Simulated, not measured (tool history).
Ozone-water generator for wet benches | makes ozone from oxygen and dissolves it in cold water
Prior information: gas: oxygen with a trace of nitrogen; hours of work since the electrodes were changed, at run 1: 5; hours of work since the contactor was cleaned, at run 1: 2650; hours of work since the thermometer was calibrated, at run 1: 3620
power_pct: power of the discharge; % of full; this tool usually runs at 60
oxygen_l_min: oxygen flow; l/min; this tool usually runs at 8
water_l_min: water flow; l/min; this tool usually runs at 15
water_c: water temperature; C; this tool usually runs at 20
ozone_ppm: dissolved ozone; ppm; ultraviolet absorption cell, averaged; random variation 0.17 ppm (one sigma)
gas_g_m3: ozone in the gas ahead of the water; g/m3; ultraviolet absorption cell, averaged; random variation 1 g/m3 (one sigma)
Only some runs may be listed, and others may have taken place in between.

run	day	power_pct	oxygen_l_min	water_l_min	water_c	hours of work since the electrodes were changed	hours of work since the contactor was cleaned	hours of work since the thermometer was calibrated	ozone_ppm	gas_g_m3
1	0	60	8	15	20	5	2650	3620	21	177.5
2	2.258	56	8	15	20	53	2699	3669	20	164.8
3	5.029	56	8	15	20	113	2759	3729	19.7	166.9
4	7.233	56	8	15	20	161	2807	3777	19.4	166.4
5	9.083	56	8	15	20	201	2847	3817	19.6	166.4
6	12.054	56	8	15	20	265	2911	3881	19.8	166.5
7	13.538	60	8	15	20	297	2943	3913	20.8	177.1
8	15.488	60	8	9	20	340	2985	3956	28	176.3
9	18.167	60	9.73	15	20	398	3043	4013	20.6	164.3
10	20.008	60	5.4	15	20	437	3083	4053	20.5	202.5
11	22.175	60	5.4	15	20	484	3130	4100	20.7	203.9
12	23.508	60	5.4	13	18	513	3159	4129	23.4	203.6
13	24.8	60	11.91	13	18	541	3187	4157	22.9	150
14	27.358	57	8	15	17	596	3242	4212	21.1	167.2
15	29.212	41	6.96	10	16	637	3282	4252	20.8	131.1
16	32.212	41	6.96	10	16	701	3347	4317	20.8	130
# day 32.371: water thermometer calibrated
17	34.808	50	10.79	15	27	757	3403	53	14.5	132
18	37.442	50	10.4	14	27	814	3460	110	14.9	134.1
19	40.004	50	10.4	14	27	870	3515	165	15.1	134
# day 42.521: water thermometer calibrated, once more
20	42.558	50	10.81	18	27	924	3570	1	13	131.5
21	44.646	45	5.35	17	25	970	3615	46	12.9	156.8
22	46.183	45	11.47	11	25	1003	3649	79	16.1	115.8

Below are 3 alternative next runs, each starting from the tool's condition after run 22. Predict each:
A	48.642	62	11.47	12	18	1056	3702	132	?	?
B	48.642	45	11.47	11	23	1056	3702	132	?	?
C	48.642	45	11.47	12	25	1056	3702	132	?	?

run	ozone_ppm	gas_g_m3
A	24	152.9
B	16.7	116.8
C	15.1	115.8
Without the tool's unlogged condition, the same runs would have read:
run	ozone_ppm	gas_g_m3
A	26.1	157.4
B	18	119.2
C	16.3	118.1

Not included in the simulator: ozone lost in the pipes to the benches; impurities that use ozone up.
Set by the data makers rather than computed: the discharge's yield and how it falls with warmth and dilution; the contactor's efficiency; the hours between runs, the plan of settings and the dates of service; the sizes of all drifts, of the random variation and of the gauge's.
